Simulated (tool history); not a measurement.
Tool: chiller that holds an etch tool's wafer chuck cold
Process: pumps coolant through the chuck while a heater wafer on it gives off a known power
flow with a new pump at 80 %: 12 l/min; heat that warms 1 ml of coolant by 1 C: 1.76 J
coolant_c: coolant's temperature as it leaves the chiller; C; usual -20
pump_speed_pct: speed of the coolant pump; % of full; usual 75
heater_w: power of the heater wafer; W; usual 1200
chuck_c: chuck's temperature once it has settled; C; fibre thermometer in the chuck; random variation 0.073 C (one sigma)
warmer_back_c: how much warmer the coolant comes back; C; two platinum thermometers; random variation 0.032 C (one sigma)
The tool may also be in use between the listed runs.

run,day,coolant_c,pump_speed_pct,heater_w,chuck_c,warmer_back_c
1,0.000,-20,75,1200,-11.56,3.71
2,2.421,-20,75,1200,-11.52,3.80
3,4.804,-20,75,1200,-11.53,3.72
4,6.650,-20,75,1200,-11.52,3.78
5,8.654,-20,75,1200,-11.57,3.74
6,11.458,-20,75,1200,-11.60,3.84
7,13.862,-20,75,1200,-11.70,3.68
8,15.900,-20,75,1200,-11.57,3.80
9,17.875,-20,75,1200,-11.55,3.78
10,20.475,-17,93,1200,-9.62,3.05
11,21.758,-17,93,1200,-9.60,3.02
12,23.600,-29,67,1200,-19.84,4.25
13,25.525,-12,89,1551,-2.01,4.07
14,27.462,-12,89,683,-8.07,1.80
15,29.042,-20,95,890,-14.71,2.22
16,30.858,-20,95,890,-14.74,2.22
17,32.388,-20,95,890,-14.68,2.18
18,35.346,-29,75,1311,-19.70,4.15

Some steps in chuck_c between neighbouring runs. How much of each would the tool show without its hidden state too (settings, what came in, random variation), and how much is left for the hidden state, with any gauge scatter that isn't in both results?
The hidden state here: heat passed by the chuck's channels, % of clean ones'; flow at a given pump speed, % of a new pump's; coolant's true temperature over the reading, C; drift of the gauge itself on chuck_c, C; drift of the gauge itself on warmer_back_c, C.
Run 12 -> 13: coolant_c -29 -> -12, pump_speed_pct 67 -> 89, heater_w 1200 -> 1551. chuck_c +17.83 C: hidden state +0.08, all else +17.75.
Run 13 -> 14: heater_w 1551 -> 683. chuck_c -6.06 C: hidden state -0.44, all else -5.62.

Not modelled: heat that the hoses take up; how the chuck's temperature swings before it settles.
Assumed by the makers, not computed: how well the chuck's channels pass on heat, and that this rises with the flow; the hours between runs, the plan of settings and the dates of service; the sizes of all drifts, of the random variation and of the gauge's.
